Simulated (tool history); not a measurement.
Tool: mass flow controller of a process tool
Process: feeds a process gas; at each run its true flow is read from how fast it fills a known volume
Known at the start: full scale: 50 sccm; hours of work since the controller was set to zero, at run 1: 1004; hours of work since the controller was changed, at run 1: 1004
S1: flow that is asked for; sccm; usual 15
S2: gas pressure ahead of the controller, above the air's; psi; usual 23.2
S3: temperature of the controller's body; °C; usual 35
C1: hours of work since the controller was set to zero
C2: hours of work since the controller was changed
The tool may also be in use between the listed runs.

{"run": 1, "hour": 0.0, "S1": 15, "S2": 23.2, "S3": 35, "C1": 1004, "C2": 1004, "true flow (%)": 98.3}
{"run": 2, "hour": 201.9, "S1": 15, "S2": 34.7, "S3": 35, "C1": 1128, "C2": 1128, "true flow (%)": 97.79}
{"run": 3, "hour": 470.8, "S1": 15, "S2": 34.7, "S3": 35, "C1": 1294, "C2": 1294, "true flow (%)": 97.7}
{"run": 4, "hour": 748.1, "S1": 15, "S2": 34.7, "S3": 35, "C1": 1465, "C2": 1465, "true flow (%)": 97.71}
{"run": 5, "hour": 961.4, "S1": 15, "S2": 34.7, "S3": 35, "C1": 1596, "C2": 1596, "true flow (%)": 97.67}
{"run": 6, "hour": 1225.5, "S1": 31, "S2": 23.2, "S3": 35, "C1": 1759, "C2": 1759, "true flow (%)": 98.73}
{"run": 7, "hour": 1406.0, "S1": 31, "S2": 23.2, "S3": 35, "C1": 1870, "C2": 1870, "true flow (%)": 98.62}
{"run": 8, "hour": 1693.5, "S1": 15, "S2": 23.2, "S3": 35, "C1": 2047, "C2": 2047, "true flow (%)": 98.22}
{"run": 9, "hour": 2051.9, "S1": 15, "S2": 23.2, "S3": 35, "C1": 2268, "C2": 2268, "true flow (%)": 98.23}
{"run": 10, "hour": 2291.3, "S1": 15, "S2": 23.2, "S3": 35, "C1": 2416, "C2": 2416, "true flow (%)": 98.22}
{"run": 11, "hour": 2583.6, "S1": 15, "S2": 23.2, "S3": 38, "C1": 2596, "C2": 2596, "true flow (%)": 97.9}
{"run": 12, "hour": 2808.3, "S1": 15, "S2": 23.2, "S3": 38, "C1": 2734, "C2": 2734, "true flow (%)": 97.91}
{"run": 13, "hour": 2955.7, "S1": 6, "S2": 23.2, "S3": 35, "C1": 2825, "C2": 2825, "true flow (%)": 98.12}
{"run": 14, "hour": 3152.6, "S1": 15, "S2": 23.2, "S3": 35, "C1": 2946, "C2": 2946, "true flow (%)": 98.21}
{"run": 15, "hour": 3389.5, "S1": 15, "S2": 23.2, "S3": 35, "C1": 3092, "C2": 3092, "true flow (%)": 98.37}
{"run": 16, "hour": 3614.8, "S1": 10, "S2": 24.1, "S3": 36, "C1": 3231, "C2": 3231, "true flow (%)": 97.99}
{"run": 17, "hour": 3797.0, "S1": 12, "S2": 29.7, "S3": 36, "C1": 3343, "C2": 3343, "true flow (%)": 97.91}
{"run": 18, "hour": 4122.5, "S1": 12, "S2": 29.7, "S3": 36, "C1": 3544, "C2": 3544, "true flow (%)": 97.66}
{"run": 19, "hour": 4382.3, "S1": 12, "S2": 37.4, "S3": 35, "C1": 3704, "C2": 3704, "true flow (%)": 97.42}
{"run": 20, "hour": 4557.5, "S1": 31, "S2": 35.8, "S3": 21, "C1": 3812, "C2": 3812, "true flow (%)": 99.46}
{"run": 21, "hour": 4920.9, "S1": 31, "S2": 35.8, "S3": 21, "C1": 4036, "C2": 4036, "true flow (%)": 99.51}
{"run": 22, "hour": 5216.2, "S1": 15, "S2": 33.8, "S3": 35, "C1": 4218, "C2": 4218, "true flow (%)": 97.78}
{"run": 23, "hour": 5402.4, "S1": 15, "S2": 33.8, "S3": 35, "C1": 4333, "C2": 4333, "true flow (%)": 97.73}
{"run": 24, "hour": 5750.2, "S1": 15, "S2": 23.2, "S3": 20, "C1": 4547, "C2": 4547, "true flow (%)": 99.75}
{"run": 25, "hour": 6024.0, "S1": 15, "S2": 23.2, "S3": 20, "C1": 4716, "C2": 4716, "true flow (%)": 99.82}
{"run": 26, "hour": 6176.7, "S1": 15, "S2": 23.2, "S3": 20, "C1": 4810, "C2": 4810, "true flow (%)": 99.83}
{"run": 27, "hour": 6375.8, "S1": 15, "S2": 24.2, "S3": 35, "C1": 4933, "C2": 4933, "true flow (%)": 98.25}
{"run": 28, "hour": 6644.7, "S1": 15, "S2": 24.2, "S3": 35, "C1": 5098, "C2": 5098, "true flow (%)": 98.3}
{"run": 29, "hour": 6801.9, "S1": 9, "S2": 36.3, "S3": 34, "C1": 5195, "C2": 5195, "true flow (%)": 97.7}

3 ways to go on from here, each from the tool as it stands after run 29. What would each give?
{"run": "A", "hour": 7143.3, "S1": 15, "S2": 33.5, "S3": 35, "C1": 5405, "C2": 5405, "true flow (%)": "?"}
{"run": "B", "hour": 7143.3, "S1": 21, "S2": 31.5, "S3": 26, "C1": 5405, "C2": 5405, "true flow (%)": "?"}
{"run": "C", "hour": 7143.3, "S1": 22, "S2": 23.1, "S3": 29, "C1": 5405, "C2": 5405, "true flow (%)": "?"}

run=A true_flow_(%)=97.67
run=B true_flow_(%)=98.96
run=C true_flow_(%)=99.11
Without the tool's hidden state the same runs would have given:
run=A true_flow_(%)=97.67
run=B true_flow_(%)=98.95
run=C true_flow_(%)=99.11

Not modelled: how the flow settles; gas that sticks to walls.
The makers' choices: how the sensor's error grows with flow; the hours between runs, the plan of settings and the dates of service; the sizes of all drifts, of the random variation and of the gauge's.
